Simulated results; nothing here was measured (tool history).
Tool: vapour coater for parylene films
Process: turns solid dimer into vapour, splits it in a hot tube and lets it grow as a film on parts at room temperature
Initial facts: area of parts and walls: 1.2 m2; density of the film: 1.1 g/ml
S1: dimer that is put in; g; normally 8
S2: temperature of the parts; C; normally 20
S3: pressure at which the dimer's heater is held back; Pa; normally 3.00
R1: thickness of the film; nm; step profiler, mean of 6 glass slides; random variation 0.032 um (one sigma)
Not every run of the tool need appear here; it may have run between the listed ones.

{"run": 1, "day": 0.0, "S1": 8, "S2": 20, "S3": 3.0, "R1": 3740}
{"run": 2, "day": 1.212, "S1": 8, "S2": 13, "S3": 3.0, "R1": 4830}
{"run": 3, "day": 2.35, "S1": 8, "S2": 13, "S3": 3.0, "R1": 4800}
{"run": 4, "day": 3.262, "S1": 8, "S2": 13, "S3": 3.0, "R1": 4800}
{"run": 5, "day": 3.975, "S1": 8, "S2": 13, "S3": 3.0, "R1": 4770}
{"run": 6, "day": 4.938, "S1": 8, "S2": 20, "S3": 9.17, "R1": 3190}
{"run": 7, "day": 5.758, "S1": 8, "S2": 20, "S3": 9.17, "R1": 3170}
{"run": 8, "day": 6.967, "S1": 8, "S2": 20, "S3": 9.17, "R1": 3140}
{"run": 9, "day": 7.754, "S1": 8, "S2": 20, "S3": 9.17, "R1": 3140}
{"run": 10, "day": 8.688, "S1": 8, "S2": 20, "S3": 3.0, "R1": 3530}
{"run": 11, "day": 9.283, "S1": 8, "S2": 20, "S3": 3.0, "R1": 3570}
{"day": 10.529, "done": "trap's valve overhauled"}
{"run": 12, "day": 10.6, "S1": 8, "S2": 20, "S3": 3.0, "R1": 4070}
{"run": 13, "day": 11.862, "S1": 8, "S2": 20, "S3": 3.0, "R1": 4010}
{"run": 14, "day": 13.088, "S1": 8, "S2": 20, "S3": 3.0, "R1": 3970}
{"run": 15, "day": 14.088, "S1": 8, "S2": 25, "S3": 3.0, "R1": 3300}
{"run": 16, "day": 15.162, "S1": 8, "S2": 20, "S3": 7.09, "R1": 3560}
{"run": 17, "day": 16.288, "S1": 8, "S2": 20, "S3": 7.09, "R1": 3550}
{"run": 18, "day": 17.192, "S1": 6, "S2": 20, "S3": 3.0, "R1": 2910}
{"run": 19, "day": 18.542, "S1": 8, "S2": 20, "S3": 3.0, "R1": 3880}
{"run": 20, "day": 19.212, "S1": 8, "S2": 20, "S3": 3.0, "R1": 3840}
{"run": 21, "day": 20.092, "S1": 8, "S2": 20, "S3": 3.0, "R1": 3870}
{"run": 22, "day": 21.15, "S1": 8, "S2": 20, "S3": 3.0, "R1": 3810}
{"run": 23, "day": 21.838, "S1": 8, "S2": 20, "S3": 3.92, "R1": 3710}
{"run": 24, "day": 22.458, "S1": 4, "S2": 20, "S3": 3.0, "R1": 1880}
{"run": 25, "day": 23.092, "S1": 4, "S2": 20, "S3": 3.78, "R1": 1830}
{"run": 26, "day": 24.371, "S1": 4, "S2": 20, "S3": 3.78, "R1": 1810}
{"run": 27, "day": 25.046, "S1": 7, "S2": 22, "S3": 4.16, "R1": 2940}
{"run": 28, "day": 26.35, "S1": 8, "S2": 25, "S3": 5.0, "R1": 2850}
{"run": 29, "day": 27.333, "S1": 8, "S2": 25, "S3": 5.0, "R1": 2800}
{"run": 30, "day": 28.004, "S1": 13, "S2": 18, "S3": 5.0, "R1": 6130}
{"run": 31, "day": 29.008, "S1": 8, "S2": 17, "S3": 3.44, "R1": 4020}
{"run": 32, "day": 30.158, "S1": 8, "S2": 17, "S3": 3.44, "R1": 4040}
{"run": 33, "day": 31.458, "S1": 8, "S2": 14, "S3": 3.0, "R1": 4530}
{"run": 34, "day": 32.617, "S1": 4, "S2": 28, "S3": 3.0, "R1": 1320}
{"run": 35, "day": 33.967, "S1": 3, "S2": 23, "S3": 4.97, "R1": 1130}
{"run": 36, "day": 35.162, "S1": 11, "S2": 19, "S3": 10.34, "R1": 4360}
{"run": 37, "day": 35.846, "S1": 4, "S2": 23, "S3": 11.57, "R1": 1350}

Below, some changes in R1 between adjacent runs. For each, the amount present without the hidden state too (settings, incoming material, random variation) and the amount remaining for the hidden state with gauge scatter not shared by both compared results:
Hidden conditions of the tool in this case: vapour lost through the trap's worn valve, %; true temperature of the parts over the reading, C; drift of the gauge itself on film_um, %.
Run 11 -> 12: trap's valve overhauled. R1 +500 nm: hidden state +560, all else -60.
Run 29 -> 30: S1 8 -> 13, S2 25 -> 18. R1 +3330 nm: hidden state -360, all else +3690.
Run 33 -> 34: S1 8 -> 4, S2 14 -> 28. R1 -3210 nm: hidden state +400, all else -3610.
Run 35 -> 36: S1 3 -> 11, S2 23 -> 19, S3 4.97 -> 10.34. R1 +3230 nm: hidden state -530, all else +3760.
Run 36 -> 37: S1 11 -> 4, S2 19 -> 23, S3 10.34 -> 11.57. R1 -3010 nm: hidden state +480, all else -3490.
